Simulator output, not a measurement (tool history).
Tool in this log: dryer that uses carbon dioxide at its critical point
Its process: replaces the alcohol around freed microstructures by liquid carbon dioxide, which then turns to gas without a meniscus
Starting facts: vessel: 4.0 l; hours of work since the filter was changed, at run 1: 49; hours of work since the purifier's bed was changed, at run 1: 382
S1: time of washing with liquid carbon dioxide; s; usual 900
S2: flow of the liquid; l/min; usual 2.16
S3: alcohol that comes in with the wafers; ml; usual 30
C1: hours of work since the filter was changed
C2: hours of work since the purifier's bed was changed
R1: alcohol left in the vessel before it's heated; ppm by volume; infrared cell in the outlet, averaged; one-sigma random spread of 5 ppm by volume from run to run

Run 1, day 0: usual settings; C1 49; C2 382. Result: R1 85 ppm by volume.
Run 2, day 1.792: usual settings but S3 25 ml; C1 70; C2 403. Result: R1 78 ppm by volume.
Run 3, day 2.908: usual settings but S3 25 ml; C1 84; C2 416. Result: R1 75 ppm by volume.
Run 4, day 4.35: usual settings but S3 25 ml; C1 101; C2 433. Result: R1 81 ppm by volume.
Run 5, day 6.596: usual settings but S3 25 ml; C1 127; C2 460. Result: R1 78 ppm by volume.
Run 6, day 7.704: usual settings but S3 32 ml; C1 140; C2 473. Result: R1 110 ppm by volume.
Run 7, day 8.95: usual settings but S1 1020 s, S2 3.17 l/min, S3 75 ml; C1 155; C2 487. Result: R1 80 ppm by volume.
Run 8, day 11.146: usual settings but S2 1.42 l/min, S3 40 ml; C1 180; C2 513. Result: R1 282 ppm by volume.
Run 9, day 12.95: usual settings but S2 1.42 l/min, S3 40 ml; C1 202; C2 534. Result: R1 302 ppm by volume.
Run 10, day 15: usual settings but S1 660 s, S2 1.7 l/min, S3 46 ml; C1 226; C2 558. Result: R1 491 ppm by volume.
Run 11, day 17.183: usual settings but S1 660 s, S2 1.7 l/min, S3 46 ml; C1 251; C2 584. Result: R1 511 ppm by volume.

Consider 5 possible next runs. They are alternatives, not a sequence: every one starts from the tool as it was left by run 11. What does each give?
Run A, day 18.733: usual settings but S3 34 ml; C1 270; C2 602. Result: R1 ?.
Run B, day 18.733: usual settings but S1 660 s, S2 2.14 l/min, S3 46 ml; C1 270; C2 602. Result: R1 ?.
Run C, day 18.733: usual settings but S1 1080 s, S2 2.79 l/min, S3 75 ml; C1 270; C2 602. Result: R1 ?.
Run D, day 18.733: usual settings but S1 780 s, S2 1.69 l/min, S3 46 ml; C1 270; C2 602. Result: R1 ?.
Run E, day 18.733: usual settings but S1 1440 s, S2 1.76 l/min, S3 77 ml; C1 270; C2 602. Result: R1 ?.

run   R1
  A  125
  B  268
  C   84
  D  324
  E  102
Take away the tool's hidden state, keep each run's random variation, and the runs would have read:
run   R1
  A   23
  B  132
  C    0
  D  178
  E    7
